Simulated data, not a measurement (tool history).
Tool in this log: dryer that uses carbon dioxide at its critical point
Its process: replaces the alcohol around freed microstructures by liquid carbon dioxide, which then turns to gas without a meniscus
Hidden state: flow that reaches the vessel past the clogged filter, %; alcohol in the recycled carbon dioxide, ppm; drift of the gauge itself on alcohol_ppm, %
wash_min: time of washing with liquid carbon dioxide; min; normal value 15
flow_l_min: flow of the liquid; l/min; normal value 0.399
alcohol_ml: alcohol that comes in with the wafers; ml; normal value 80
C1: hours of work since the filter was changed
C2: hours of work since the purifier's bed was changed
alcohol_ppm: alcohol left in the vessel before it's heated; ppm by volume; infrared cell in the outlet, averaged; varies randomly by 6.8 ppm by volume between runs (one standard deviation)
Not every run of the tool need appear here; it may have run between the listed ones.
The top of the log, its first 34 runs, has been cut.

{"run": 35, "hour": 307.5, "wash_min": 10, "flow_l_min": 0.348, "alcohol_ml": 80, "C1": 17, "C2": 320, "alcohol_ppm": 3409}
{"run": 36, "hour": 317.8, "wash_min": 15, "flow_l_min": 0.314, "alcohol_ml": 80, "C1": 22, "C2": 325, "alcohol_ppm": 1173}
{"run": 37, "hour": 326.9, "wash_min": 15, "flow_l_min": 0.314, "alcohol_ml": 80, "C1": 27, "C2": 329, "alcohol_ppm": 1186}
{"run": 38, "hour": 334.4, "wash_min": 20, "flow_l_min": 0.314, "alcohol_ml": 80, "C1": 31, "C2": 333, "alcohol_ppm": 314}
{"run": 39, "hour": 345.4, "wash_min": 13, "flow_l_min": 0.314, "alcohol_ml": 80, "C1": 36, "C2": 339, "alcohol_ppm": 2159}
{"run": 40, "hour": 352.8, "wash_min": 13, "flow_l_min": 0.314, "alcohol_ml": 80, "C1": 40, "C2": 342, "alcohol_ppm": 2113}
{"run": 41, "hour": 364.3, "wash_min": 14, "flow_l_min": 0.242, "alcohol_ml": 111, "C1": 46, "C2": 348, "alcohol_ppm": 5702}
{"run": 42, "hour": 371.8, "wash_min": 14, "flow_l_min": 0.242, "alcohol_ml": 111, "C1": 49, "C2": 352, "alcohol_ppm": 5849}
{"run": 43, "hour": 384.0, "wash_min": 12, "flow_l_min": 0.635, "alcohol_ml": 107, "C1": 56, "C2": 358, "alcohol_ppm": 131}
{"run": 44, "hour": 396.9, "wash_min": 12, "flow_l_min": 0.635, "alcohol_ml": 107, "C1": 62, "C2": 364, "alcohol_ppm": 131}
{"run": 45, "hour": 408.3, "wash_min": 15, "flow_l_min": 0.399, "alcohol_ml": 44, "C1": 68, "C2": 370, "alcohol_ppm": 257}
{"run": 46, "hour": 418.0, "wash_min": 23, "flow_l_min": 0.393, "alcohol_ml": 47, "C1": 73, "C2": 375, "alcohol_ppm": 44}

Branching from run 46: 4 alternative next runs. What would each branch give?
{"run": "A", "hour": 430.8, "wash_min": 15, "flow_l_min": 0.399, "alcohol_ml": 80, "C1": 79, "C2": 381, "alcohol_ppm": "?"}
{"run": "B", "hour": 430.8, "wash_min": 12, "flow_l_min": 0.393, "alcohol_ml": 90, "C1": 79, "C2": 381, "alcohol_ppm": "?"}
{"run": "C", "hour": 430.8, "wash_min": 23, "flow_l_min": 0.288, "alcohol_ml": 106, "C1": 79, "C2": 381, "alcohol_ppm": "?"}
{"run": "D", "hour": 430.8, "wash_min": 23, "flow_l_min": 0.393, "alcohol_ml": 34, "C1": 79, "C2": 381, "alcohol_ppm": "?"}

run=A alcohol_ppm=454
run=B alcohol_ppm=1503
run=C alcohol_ppm=385
run=D alcohol_ppm=50
Without the tool's hidden state the same runs would have given:
run=A alcohol_ppm=304
run=B alcohol_ppm=1127
run=C alcohol_ppm=248
run=D alcohol_ppm=19

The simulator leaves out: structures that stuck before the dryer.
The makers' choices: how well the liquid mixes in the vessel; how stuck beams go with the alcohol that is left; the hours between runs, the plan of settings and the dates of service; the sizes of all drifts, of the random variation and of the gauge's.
